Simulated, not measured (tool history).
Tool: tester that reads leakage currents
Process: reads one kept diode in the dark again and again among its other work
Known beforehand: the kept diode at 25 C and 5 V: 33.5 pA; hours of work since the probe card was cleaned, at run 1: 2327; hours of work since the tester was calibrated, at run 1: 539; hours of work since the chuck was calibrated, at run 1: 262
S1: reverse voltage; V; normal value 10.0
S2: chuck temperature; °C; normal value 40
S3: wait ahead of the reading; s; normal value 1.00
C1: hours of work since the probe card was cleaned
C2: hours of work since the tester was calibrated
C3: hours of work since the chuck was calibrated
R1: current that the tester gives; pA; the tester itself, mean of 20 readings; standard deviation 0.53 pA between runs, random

run   hour    S1  S2    S3    C1    C2   C3      R1
  1    0.0  10.0  40  1.00  2327   539  262  189.80
  2   49.4  10.0  40  1.00  2358   570  293  188.12
  3   84.3  10.0  40  1.00  2380   592  315  189.21
     119.3  -- probe card cleaned and baked
  4  148.0  10.0  40  1.00    18   631  353  168.38
  5  188.0  10.0  40  1.00    43   656  378  168.47
  6  241.5  10.0  40  3.63    77   690  412  166.45
  7  283.0  10.0  40  3.63   103   716  438  166.41
  8  341.5  10.0  40  1.00   140   753  475  167.61
  9  400.6  10.0  40  1.00   178   790  513  167.07
 10  455.4  10.0  40  1.00   212   825  547  166.46
 11  515.2  10.0  40  1.00   250   862  585  166.31
 12  545.7  15.1  40  0.44   269   882  604  216.71
 13  583.4  15.1  40  0.44   293   906  628  215.90
 14  612.9  10.0  40  2.07   312   924  647  164.93
 15  640.1   3.2  51  2.07   329   941  664  194.06
 16  673.8  18.3  36  0.98   350   963  685  175.08
 17  720.8   6.9  50  0.34   380   992  715  283.76
 18  781.1   3.2  37  0.34   418  1030  753   67.42
 19  807.9   3.2  37  0.34   435  1047  770   67.54

How would selected steps in R1 from run to run divide? Give the signed amount a tool lacking its hidden state would still show from settings, what came in and random variation, and the signed amount left for the hidden state, including any gauge scatter that is not in both of the compared results.
Unlogged tool condition in this case: stray current of the dirty probe card, pA a volt; current scale over the true one, %; true chuck temperature over the reading, C; drift of the gauge itself on leakage_pa, %.
Run 3 -> 4: probe card cleaned and baked. R1 -20.83 pA: hidden state -20.19, all else -0.64.
Run 17 -> 18: S1 6.9 -> 3.2, S2 50 -> 37. R1 -216.34 pA: hidden state +16.93, all else -233.27.

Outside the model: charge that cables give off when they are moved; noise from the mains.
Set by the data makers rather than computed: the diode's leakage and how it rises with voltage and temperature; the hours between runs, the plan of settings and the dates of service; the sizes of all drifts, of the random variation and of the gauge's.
